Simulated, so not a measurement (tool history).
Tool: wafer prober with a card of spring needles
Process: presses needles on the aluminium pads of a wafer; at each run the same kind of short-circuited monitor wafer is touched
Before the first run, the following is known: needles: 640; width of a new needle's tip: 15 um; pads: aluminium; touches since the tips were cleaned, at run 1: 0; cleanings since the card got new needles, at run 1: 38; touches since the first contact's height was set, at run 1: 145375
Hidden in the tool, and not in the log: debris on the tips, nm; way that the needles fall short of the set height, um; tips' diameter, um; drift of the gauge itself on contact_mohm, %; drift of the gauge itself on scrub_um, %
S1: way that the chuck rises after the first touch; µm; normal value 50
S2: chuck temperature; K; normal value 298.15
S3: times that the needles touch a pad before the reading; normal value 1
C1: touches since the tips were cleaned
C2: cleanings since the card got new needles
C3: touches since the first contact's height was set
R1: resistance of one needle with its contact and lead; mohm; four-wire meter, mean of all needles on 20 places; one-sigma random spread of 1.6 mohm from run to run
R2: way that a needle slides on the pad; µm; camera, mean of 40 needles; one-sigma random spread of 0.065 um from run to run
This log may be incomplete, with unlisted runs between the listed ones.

| run | day | S1 | S2 | S3 | C1 | C2 | C3 | R1 | R2 |
|---|---|---|---|---|---|---|---|---|---|
| 1 | 0.000 | 50 | 298.15 | 1 | 0 | 38 | 145375 | 163 | 12.70 |
|  | 0.333 | tips cleaned on abrasive film |
|  | 0.667 | tips cleaned on abrasive film |
|  | 1.083 | tips cleaned on abrasive film |
|  | 1.500 | tips cleaned on abrasive film |
|  | 1.912 | tips cleaned on abrasive film |
| 2 | 1.929 | 50 | 298.15 | 1 | 168 | 43 | 165551 | 163 | 12.65 |
|  | 2.104 | height of the first contact set anew |
|  | 2.275 | tips cleaned on abrasive film |
|  | 2.692 | tips cleaned on abrasive film |
|  | 3.025 | tips cleaned on abrasive film |
|  | 3.358 | tips cleaned on abrasive film |
|  | 3.692 | tips cleaned on abrasive film |
|  | 4.104 | tips cleaned on abrasive film |
|  | 4.438 | tips cleaned on abrasive film |
|  | 4.854 | tips cleaned on abrasive film |
|  | 5.188 | tips cleaned on abrasive film |
| 3 | 5.325 | 50 | 298.15 | 1 | 1432 | 52 | 33612 | 159 | 12.81 |
|  | 5.575 | tips cleaned on abrasive film |
|  | 5.992 | tips cleaned on abrasive film |
|  | 6.404 | tips cleaned on abrasive film |
|  | 6.821 | tips cleaned on abrasive film |
|  | 7.238 | tips cleaned on abrasive film |
|  | 7.571 | tips cleaned on abrasive film |
| 4 | 7.571 | 50 | 298.15 | 1 | 0 | 58 | 57098 | 161 | 12.72 |
|  | 7.979 | tips cleaned on abrasive film |
|  | 8.312 | tips cleaned on abrasive film |
|  | 8.646 | tips cleaned on abrasive film |
|  | 8.979 | tips cleaned on abrasive film |
|  | 9.312 | tips cleaned on abrasive film |
|  | 9.646 | tips cleaned on abrasive film |
|  | 10.062 | tips cleaned on abrasive film |
|  | 10.396 | tips cleaned on abrasive film |
|  | 10.729 | tips cleaned on abrasive film |
| 5 | 10.992 | 50 | 298.15 | 1 | 2753 | 67 | 92849 | 159 | 12.75 |
|  | 11.075 | tips cleaned on abrasive film |
|  | 11.408 | tips cleaned on abrasive film |
|  | 11.825 | tips cleaned on abrasive film |
|  | 12.242 | tips cleaned on abrasive film |
|  | 12.575 | tips cleaned on abrasive film |
| 6 | 12.679 | 40 | 298.15 | 1 | 1090 | 72 | 110465 | 163 | 10.09 |
|  | 12.929 | tips cleaned on abrasive film |
|  | 13.346 | tips cleaned on abrasive film |
|  | 13.679 | tips cleaned on abrasive film |
|  | 14.008 | tips cleaned on abrasive film |
|  | 14.342 | tips cleaned on abrasive film |
|  | 14.675 | tips cleaned on abrasive film |
|  | 15.008 | tips cleaned on abrasive film |
|  | 15.425 | tips cleaned on abrasive film |
| 7 | 15.538 | 40 | 298.15 | 1 | 1163 | 80 | 140329 | 164 | 10.10 |
|  | 15.788 | tips cleaned on abrasive film |
|  | 16.121 | tips cleaned on abrasive film |
|  | 16.454 | tips cleaned on abrasive film |
|  | 16.788 | tips cleaned on abrasive film |
|  | 17.121 | tips cleaned on abrasive film |
|  | 17.454 | tips cleaned on abrasive film |
|  | 17.867 | tips cleaned on abrasive film |
|  | 18.129 | height of the first contact set anew |
|  | 18.296 | tips cleaned on abrasive film |
| 8 | 18.538 | 50 | 354.15 | 1 | 2525 | 88 | 4264 | 172 | 12.59 |
|  | 18.704 | tips cleaned on abrasive film |
|  | 19.038 | tips cleaned on abrasive film |
|  | 19.371 | tips cleaned on abrasive film |
|  | 19.704 | tips cleaned on abrasive film |
|  | 20.121 | tips cleaned on abrasive film |
|  | 20.454 | tips cleaned on abrasive film |
| 9 | 20.533 | 50 | 298.15 | 1 | 855 | 94 | 25122 | 161 | 12.52 |
|  | 20.867 | tips cleaned on abrasive film |
|  | 21.200 | tips cleaned on abrasive film |
|  | 21.533 | tips cleaned on abrasive film |
|  | 21.867 | tips cleaned on abrasive film |
|  | 22.200 | tips cleaned on abrasive film |
|  | 22.533 | tips cleaned on abrasive film |
|  | 22.950 | tips cleaned on abrasive film |
|  | 23.283 | tips cleaned on abrasive film |
| 10 | 23.512 | 50 | 298.15 | 1 | 2441 | 102 | 56264 | 164 | 12.65 |
|  | 23.683 | tips cleaned on abrasive film |
|  | 24.017 | tips cleaned on abrasive film |
|  | 24.350 | tips cleaned on abrasive film |
|  | 24.683 | tips cleaned on abrasive film |
|  | 25.096 | tips cleaned on abrasive film |
|  | 25.429 | tips cleaned on abrasive film |
| 11 | 25.596 | 35 | 298.15 | 3 | 1726 | 108 | 77994 | 168 | 8.85 |
|  | 25.846 | tips cleaned on abrasive film |
|  | 26.179 | tips cleaned on abrasive film |
|  | 26.512 | tips cleaned on abrasive film |
|  | 26.929 | tips cleaned on abrasive film |
|  | 27.342 | tips cleaned on abrasive film |
|  | 27.758 | tips cleaned on abrasive film |
|  | 28.092 | tips cleaned on abrasive film |
| 12 | 28.117 | 47 | 298.15 | 2 | 276 | 115 | 104362 | 163 | 11.84 |
|  | 28.450 | tips cleaned on abrasive film |
|  | 28.783 | tips cleaned on abrasive film |
|  | 29.117 | tips cleaned on abrasive film |
|  | 29.450 | tips cleaned on abrasive film |
|  | 29.867 | tips cleaned on abrasive film |
|  | 30.200 | tips cleaned on abrasive film |
|  | 30.533 | tips cleaned on abrasive film |
| 13 | 30.633 | 47 | 298.15 | 2 | 1061 | 122 | 130644 | 160 | 11.87 |
|  | 30.883 | tips cleaned on abrasive film |
|  | 31.217 | tips cleaned on abrasive film |
|  | 31.550 | tips cleaned on abrasive film |
|  | 31.883 | tips cleaned on abrasive film |
|  | 32.300 | tips cleaned on abrasive film |
|  | 32.633 | tips cleaned on abrasive film |
|  | 33.050 | tips cleaned on abrasive film |
|  | 33.383 | tips cleaned on abrasive film |
|  | 33.717 | tips cleaned on abrasive film |
|  | 34.050 | tips cleaned on abrasive film |
|  | 34.142 | height of the first contact set anew |
| 14 | 34.371 | 39 | 298.15 | 2 | 3279 | 132 | 2410 | 163 | 9.73 |
|  | 34.458 | tips cleaned on abrasive film |
|  | 34.792 | tips cleaned on abrasive film |
|  | 35.204 | tips cleaned on abrasive film |
|  | 35.621 | tips cleaned on abrasive film |
|  | 36.038 | tips cleaned on abrasive film |
|  | 36.454 | tips cleaned on abrasive film |
|  | 36.788 | tips cleaned on abrasive film |
|  | 37.121 | tips cleaned on abrasive film |
|  | 37.454 | tips cleaned on abrasive film |
| 15 | 37.692 | 52 | 298.15 | 1 | 2511 | 141 | 37101 | 163 | 12.98 |

Expected results for the next run?
|  | 37.858 | tips cleaned on abrasive film |
|  | 38.275 | tips cleaned on abrasive film |
|  | 38.692 | tips cleaned on abrasive film |
|  | 39.025 | tips cleaned on abrasive film |
|  | 39.358 | tips cleaned on abrasive film |
|  | 39.692 | tips cleaned on abrasive film |
|  | 40.104 | tips cleaned on abrasive film |
|  | 40.521 | tips cleaned on abrasive film |
|  | 40.854 | tips cleaned on abrasive film |
| 16 | 41.071 | 50 | 306.15 | 3 | 2285 | 150 | 72436 | ? | ? |

Run 16 gave R1 162 mohm, R2 12.58 µm.
Had the tool carried no hidden state, the very same run would have given R1 162 mohm, R2 12.73 µm.
